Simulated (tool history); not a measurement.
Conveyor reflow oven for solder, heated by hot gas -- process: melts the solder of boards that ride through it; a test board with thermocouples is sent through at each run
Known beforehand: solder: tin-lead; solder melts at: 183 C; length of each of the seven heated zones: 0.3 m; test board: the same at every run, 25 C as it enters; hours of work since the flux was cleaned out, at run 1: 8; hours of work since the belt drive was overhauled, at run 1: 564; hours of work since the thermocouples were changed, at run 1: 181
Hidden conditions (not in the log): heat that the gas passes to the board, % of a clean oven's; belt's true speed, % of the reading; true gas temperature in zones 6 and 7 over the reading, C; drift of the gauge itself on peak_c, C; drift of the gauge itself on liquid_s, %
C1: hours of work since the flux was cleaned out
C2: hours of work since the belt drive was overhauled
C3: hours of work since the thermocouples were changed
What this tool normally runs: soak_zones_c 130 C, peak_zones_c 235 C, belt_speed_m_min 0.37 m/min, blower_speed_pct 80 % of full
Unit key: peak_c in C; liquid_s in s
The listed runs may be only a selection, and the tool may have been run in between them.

run 1 hour=0 | soak_zones_c=130 peak_zones_c=235 belt_speed_m_min=0.37 blower_speed_pct=80 | C1=8 C2=564 C3=181 | peak_c=227 liquid_s=81.2
run 2 hour=13.9 | soak_zones_c=130 peak_zones_c=235 belt_speed_m_min=0.37 blower_speed_pct=80 | C1=16 C2=572 C3=189 | peak_c=226.9 liquid_s=82.3
run 3 hour=31.5 | soak_zones_c=130 peak_zones_c=235 belt_speed_m_min=0.37 blower_speed_pct=80 | C1=26 C2=582 C3=199 | peak_c=226.7 liquid_s=82.3
run 4 hour=58.1 | soak_zones_c=130 peak_zones_c=235 belt_speed_m_min=0.37 blower_speed_pct=80 | C1=41 C2=597 C3=214 | peak_c=227 liquid_s=81.7
run 5 hour=83.3 | soak_zones_c=130 peak_zones_c=235 belt_speed_m_min=0.411 blower_speed_pct=80 | C1=56 C2=611 C3=229 | peak_c=223.9 liquid_s=69.4
run 6 hour=108.1 | soak_zones_c=130 peak_zones_c=235 belt_speed_m_min=0.37 blower_speed_pct=80 | C1=70 C2=625 C3=243 | peak_c=226.6 liquid_s=82.4
run 7 hour=133.1 | soak_zones_c=130 peak_zones_c=235 belt_speed_m_min=0.37 blower_speed_pct=80 | C1=84 C2=640 C3=257 | peak_c=225.8 liquid_s=81.1
run 8 hour=153 | soak_zones_c=130 peak_zones_c=235 belt_speed_m_min=0.37 blower_speed_pct=80 | C1=95 C2=651 C3=268 | peak_c=226.4 liquid_s=81.5
run 9 hour=176.4 | soak_zones_c=139 peak_zones_c=235 belt_speed_m_min=0.37 blower_speed_pct=80 | C1=109 C2=664 C3=281 | peak_c=227.4 liquid_s=86
run 10 hour=201.1 | soak_zones_c=130 peak_zones_c=235 belt_speed_m_min=0.37 blower_speed_pct=71 | C1=123 C2=678 C3=295 | peak_c=224.1 liquid_s=80.3
run 11 hour=225 | soak_zones_c=130 peak_zones_c=235 belt_speed_m_min=0.37 blower_speed_pct=68 | C1=136 C2=692 C3=309 | peak_c=223.6 liquid_s=80.1
run 12 hour=245.3 | soak_zones_c=130 peak_zones_c=235 belt_speed_m_min=0.418 blower_speed_pct=80 | C1=148 C2=703 C3=321 | peak_c=223.6 liquid_s=69.3
run 13 hour=259.5 | soak_zones_c=130 peak_zones_c=235 belt_speed_m_min=0.418 blower_speed_pct=80 | C1=156 C2=711 C3=329 | peak_c=223.1 liquid_s=69.7
run 14 hour=286.7 | soak_zones_c=130 peak_zones_c=235 belt_speed_m_min=0.418 blower_speed_pct=80 | C1=171 C2=727 C3=344 | peak_c=222.6 liquid_s=68.7
run 15 hour=314.7 | soak_zones_c=130 peak_zones_c=235 belt_speed_m_min=0.426 blower_speed_pct=80 | C1=187 C2=743 C3=360 | peak_c=222.4 liquid_s=67.1
run 16 hour=337.9 | soak_zones_c=130 peak_zones_c=235 belt_speed_m_min=0.426 blower_speed_pct=80 | C1=200 C2=756 C3=373 | peak_c=220.8 liquid_s=66.9
run 17 hour=363.2 | soak_zones_c=131 peak_zones_c=227 belt_speed_m_min=0.426 blower_speed_pct=74 | C1=215 C2=770 C3=388 | peak_c=213.4 liquid_s=59.2
run 18 hour=392 | soak_zones_c=131 peak_zones_c=227 belt_speed_m_min=0.399 blower_speed_pct=70 | C1=231 C2=787 C3=404 | peak_c=214.5 liquid_s=64.7
run 19 hour=410.4 | soak_zones_c=130 peak_zones_c=235 belt_speed_m_min=0.37 blower_speed_pct=70 | C1=241 C2=797 C3=414 | peak_c=223 liquid_s=78.8
run 20 hour=431.7 | soak_zones_c=130 peak_zones_c=235 belt_speed_m_min=0.37 blower_speed_pct=70 | C1=254 C2=809 C3=426 | peak_c=223.2 liquid_s=77.8
-- hour=453.8 flux residue cleaned out of gas plates and filters
run 21 hour=454.8 | soak_zones_c=138 peak_zones_c=242 belt_speed_m_min=0.375 blower_speed_pct=83 | C1=1 C2=819 C3=437 | peak_c=235 liquid_s=87.9
run 22 hour=472.9 | soak_zones_c=138 peak_zones_c=242 belt_speed_m_min=0.375 blower_speed_pct=83 | C1=11 C2=830 C3=447 | peak_c=235 liquid_s=90.1
run 23 hour=495.7 | soak_zones_c=129 peak_zones_c=235 belt_speed_m_min=0.37 blower_speed_pct=88 | C1=24 C2=843 C3=460 | peak_c=229.2 liquid_s=82.7
run 24 hour=512.1 | soak_zones_c=129 peak_zones_c=235 belt_speed_m_min=0.37 blower_speed_pct=88 | C1=33 C2=852 C3=469 | peak_c=228.4 liquid_s=84.2
run 25 hour=529.2 | soak_zones_c=129 peak_zones_c=235 belt_speed_m_min=0.37 blower_speed_pct=88 | C1=43 C2=862 C3=479 | peak_c=229.3 liquid_s=84.6
run 26 hour=546.7 | soak_zones_c=135 peak_zones_c=235 belt_speed_m_min=0.306 blower_speed_pct=61 | C1=53 C2=872 C3=489 | peak_c=229 liquid_s=103.7
run 27 hour=572.2 | soak_zones_c=135 peak_zones_c=235 belt_speed_m_min=0.306 blower_speed_pct=61 | C1=67 C2=886 C3=503 | peak_c=229 liquid_s=102.4

Run 28 is up next; what results do you expect?
run 28 hour=597.9 | soak_zones_c=119 peak_zones_c=239 belt_speed_m_min=0.429 blower_speed_pct=88 | C1=82 C2=901 C3=518 | peak_c=? liquid_s=?

{"run 28": {"peak_c": 228.3, "liquid_s": 67.8}}
With the hidden condition absent and the run-to-run variation left alone, this run would have shown peak_c 227.3 C, liquid_s 65.3 s.
